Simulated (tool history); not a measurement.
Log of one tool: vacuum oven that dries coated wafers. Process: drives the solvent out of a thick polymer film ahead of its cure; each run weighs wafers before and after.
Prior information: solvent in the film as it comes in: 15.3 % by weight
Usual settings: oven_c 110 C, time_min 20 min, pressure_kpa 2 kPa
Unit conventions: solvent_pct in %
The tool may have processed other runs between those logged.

run,hour,oven_c,time_min,pressure_kpa,solvent_pct
1,0,110,20,2,3.96
2,46.9,110,20,2,3.99
3,97.7,110,20,2,4.11
4,133.6,110,20,2,4.08
5,172.1,110,25,2,3.31
6,199.6,110,24,2,3.41
7,232.9,110,24,2,3.42
8,272.5,110,20,3.27,4.87
9,298.6,110,20,3.27,4.7
10,335.6,101,20,3.27,6.57
11,375.4,101,20,3.27,6.69
12,412.1,101,20,3.27,6.66
13,445.8,101,20,3.27,6.74
14,481.3,104,20,3.27,6.02
15,526,104,20,3.27,6.04
16,566.5,104,20,3.27,6.11
17,598.5,104,20,3.27,6.17
18,619.7,105,20,2,5.19
19,641,105,20,2,5.23
20,684,106,22,6.65,7.16
21,717.4,106,14,4.92,7.78
22,750.6,106,13,1.34,6.57
23,790.5,112,20,2.49,4.08
24,837.3,123,11,1.47,4.11
25,887.5,123,11,1.47,4.17
26,913.1,123,11,1.47,4.14
27,937.1,123,11,1.47,4.16
28,979,123,11,2.95,4.74
29,1025.8,114,32,2,2.1
30,1054.9,110,31,4.36,4.18
31,1077.5,110,31,4.36,4.22
32,1111.6,110,31,4.36,4.23
33,1148.4,110,31,4.36,4.18
34,1189.6,110,31,4.36,4.14
35,1214.3,110,31,4.36,4.3
# hour 1242.8: vacuum gauge cleaned of residue and calibrated
36,1264.2,110,31,4.36,3.91

Consider 5 possible next runs. They are alternatives, not a sequence: every one starts from the tool as it was left by run 36. What does each give?
A,1286.2,99,31,4.36,?
B,1286.2,122,22,1.12,?
C,1286.2,110,14,1.38,?
D,1286.2,100,10,4.09,?
E,1286.2,110,10,2.19,?

run,solvent_pct
A,6.17
B,1.74
C,5.35
D,9.67
E,7.15
With the hidden condition removed and each run's random variation left untouched, the same runs would have given:
run,solvent_pct
A,5.8
B,1.58
C,5.07
D,9.4
E,6.87
